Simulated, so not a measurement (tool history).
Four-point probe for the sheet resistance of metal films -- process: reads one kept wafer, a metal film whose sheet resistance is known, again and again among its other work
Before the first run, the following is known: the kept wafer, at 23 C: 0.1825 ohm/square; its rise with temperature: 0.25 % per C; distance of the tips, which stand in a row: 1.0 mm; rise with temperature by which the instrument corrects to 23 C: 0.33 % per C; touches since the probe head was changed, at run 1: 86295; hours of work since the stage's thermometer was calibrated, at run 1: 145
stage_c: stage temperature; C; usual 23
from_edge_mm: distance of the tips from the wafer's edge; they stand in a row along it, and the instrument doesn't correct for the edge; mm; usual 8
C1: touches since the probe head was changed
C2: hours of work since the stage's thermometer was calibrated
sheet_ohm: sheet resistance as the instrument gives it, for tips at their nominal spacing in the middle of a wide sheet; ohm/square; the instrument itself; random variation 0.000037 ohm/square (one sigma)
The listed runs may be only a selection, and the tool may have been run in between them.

Run 1, hour 0: usual settings; C1 86295; C2 145. Result: sheet_ohm 0.184012 ohm/square.
Run 2, hour 12.8: usual settings; C1 86688; C2 150. Result: sheet_ohm 0.183995 ohm/square.
Run 3, hour 21.8: usual settings; C1 86966; C2 154. Result: sheet_ohm 0.184045 ohm/square.
Run 4, hour 29.7: usual settings; C1 87208; C2 158. Result: sheet_ohm 0.183959 ohm/square.
Run 5, hour 37.6: usual settings; C1 87453; C2 161. Result: sheet_ohm 0.183986 ohm/square.
Run 6, hour 46.2: usual settings but stage_c 26 C; C1 87715; C2 165. Result: sheet_ohm 0.183651 ohm/square.
Run 7, hour 57.1: usual settings; C1 88051; C2 169. Result: sheet_ohm 0.183995 ohm/square.
Run 8, hour 74.2: usual settings; C1 88579; C2 176. Result: sheet_ohm 0.184029 ohm/square.
Run 9, hour 85.1: usual settings; C1 88912; C2 181. Result: sheet_ohm 0.184047 ohm/square.
Run 10, hour 95.4: usual settings; C1 89229; C2 185. Result: sheet_ohm 0.183968 ohm/square.
Run 11, hour 109.8: usual settings; C1 89674; C2 191. Result: sheet_ohm 0.184038 ohm/square.
Run 12, hour 123.5: usual settings; C1 90094; C2 197. Result: sheet_ohm 0.184052 ohm/square.
Run 13, hour 136: usual settings but from_edge_mm 45 mm; C1 90479; C2 203. Result: sheet_ohm 0.18255 ohm/square.
Run 14, hour 152.8: usual settings but from_edge_mm 19 mm; C1 90997; C2 210. Result: sheet_ohm 0.182714 ohm/square.
Run 15, hour 161.2: usual settings but from_edge_mm 19 mm; C1 91256; C2 213. Result: sheet_ohm 0.18273 ohm/square.
Run 16, hour 175.1: usual settings but from_edge_mm 19 mm; C1 91683; C2 219. Result: sheet_ohm 0.182839 ohm/square.
Run 17, hour 186.2: usual settings but stage_c 25 C; C1 92023; C2 224. Result: sheet_ohm 0.183749 ohm/square.
Run 18, hour 201.8: usual settings but stage_c 25 C; C1 92502; C2 230. Result: sheet_ohm 0.183824 ohm/square.
Run 19, hour 209.3: usual settings; C1 92735; C2 234. Result: sheet_ohm 0.184014 ohm/square.
Run 20, hour 226.4: usual settings but stage_c 25 C; C1 93262; C2 241. Result: sheet_ohm 0.183743 ohm/square.
Run 21, hour 235.9: usual settings but stage_c 25 C; C1 93552; C2 245. Result: sheet_ohm 0.183744 ohm/square.
Run 22, hour 246.9: usual settings but stage_c 25 C; C1 93892; C2 250. Result: sheet_ohm 0.183723 ohm/square.
Run 23, hour 260.8: usual settings but stage_c 28 C; C1 94318; C2 255. Result: sheet_ohm 0.18337 ohm/square.
Run 24, hour 269: usual settings but stage_c 24 C, from_edge_mm 67 mm; C1 94572; C2 259. Result: sheet_ohm 0.182331 ohm/square.
Run 25, hour 276.5: usual settings but stage_c 32 C, from_edge_mm 64 mm; C1 94803; C2 262. Result: sheet_ohm 0.181369 ohm/square.
Run 26, hour 292.4: usual settings but stage_c 32 C, from_edge_mm 64 mm; C1 95292; C2 269. Result: sheet_ohm 0.181351 ohm/square.
Run 27, hour 299.6: usual settings but stage_c 31 C, from_edge_mm 10 mm; C1 95513; C2 272. Result: sheet_ohm 0.182388 ohm/square.
Run 28, hour 316.3: usual settings but stage_c 26 C, from_edge_mm 14 mm; C1 96028; C2 279. Result: sheet_ohm 0.18256 ohm/square.
Run 29, hour 323.9: usual settings but stage_c 26 C, from_edge_mm 14 mm; C1 96260; C2 282. Result: sheet_ohm 0.182545 ohm/square.
Run 30, hour 338.4: usual settings but stage_c 20 C, from_edge_mm 9 mm; C1 96707; C2 288. Result: sheet_ohm 0.184102 ohm/square.
Run 31, hour 355.4: usual settings but stage_c 25 C, from_edge_mm 61 mm; C1 97230; C2 295. Result: sheet_ohm 0.182259 ohm/square.
Run 32, hour 371.4: usual settings but stage_c 25 C, from_edge_mm 61 mm; C1 97721; C2 302. Result: sheet_ohm 0.182222 ohm/square.
Run 33, hour 386.8: usual settings but stage_c 25 C, from_edge_mm 35 mm; C1 98195; C2 309. Result: sheet_ohm 0.182327 ohm/square.
Run 34, hour 398.3: usual settings but stage_c 25 C, from_edge_mm 35 mm; C1 98550; C2 314. Result: sheet_ohm 0.18235 ohm/square.
Run 35, hour 407.2: usual settings but from_edge_mm 9 mm; C1 98824; C2 317. Result: sheet_ohm 0.183708 ohm/square.
Run 36, hour 420.2: usual settings but stage_c 33 C, from_edge_mm 39 mm; C1 99224; C2 323. Result: sheet_ohm 0.181253 ohm/square.
Run 37, hour 428.1: usual settings but stage_c 18 C, from_edge_mm 5 mm; C1 99468; C2 326. Result: sheet_ohm 0.187085 ohm/square.
Run 38, hour 442.3: usual settings but stage_c 20 C; C1 99905; C2 332. Result: sheet_ohm 0.184438 ohm/square.
Run 39, hour 456.3: usual settings but stage_c 18 C, from_edge_mm 5 mm; C1 100334; C2 338. Result: sheet_ohm 0.187068 ohm/square.
Run 40, hour 473.3: usual settings but stage_c 18 C, from_edge_mm 5 mm; C1 100857; C2 345. Result: sheet_ohm 0.187056 ohm/square.
Run 41, hour 483.8: usual settings but stage_c 18 C, from_edge_mm 5 mm; C1 101182; C2 350. Result: sheet_ohm 0.187021 ohm/square.
Run 42, hour 490.9: usual settings but stage_c 18 C, from_edge_mm 64 mm; C1 101401; C2 353. Result: sheet_ohm 0.18319 ohm/square.
Run 43, hour 499.3: usual settings but stage_c 18 C, from_edge_mm 9 mm; C1 101658; C2 356. Result: sheet_ohm 0.184352 ohm/square.
Run 44, hour 512.8: usual settings but stage_c 30 C; C1 102072; C2 362. Result: sheet_ohm 0.183117 ohm/square.
Run 45, hour 529.6: usual settings but from_edge_mm 5 mm; C1 102589; C2 369. Result: sheet_ohm 0.1863 ohm/square.
Run 46, hour 546.5: usual settings but from_edge_mm 5 mm; C1 103109; C2 376. Result: sheet_ohm 0.186255 ohm/square.

Forecast each of these 3 alternatives for the next run:
Run A, hour 562.4: usual settings but stage_c 20 C, from_edge_mm 5 mm; C1 103598; C2 383. Result: sheet_ohm ?.
Run B, hour 562.4: usual settings but stage_c 25 C, from_edge_mm 17 mm; C1 103598; C2 383. Result: sheet_ohm ?.
Run C, hour 562.4: usual settings but stage_c 22 C, from_edge_mm 7 mm; C1 103598; C2 383. Result: sheet_ohm ?.

run  sheet_ohm
  A   0.186758
  B   0.182536
  C   0.184603
Without the tool's unlogged condition, the same runs would have read:
run  sheet_ohm
  A   0.186773
  B    0.18255
  C   0.184617

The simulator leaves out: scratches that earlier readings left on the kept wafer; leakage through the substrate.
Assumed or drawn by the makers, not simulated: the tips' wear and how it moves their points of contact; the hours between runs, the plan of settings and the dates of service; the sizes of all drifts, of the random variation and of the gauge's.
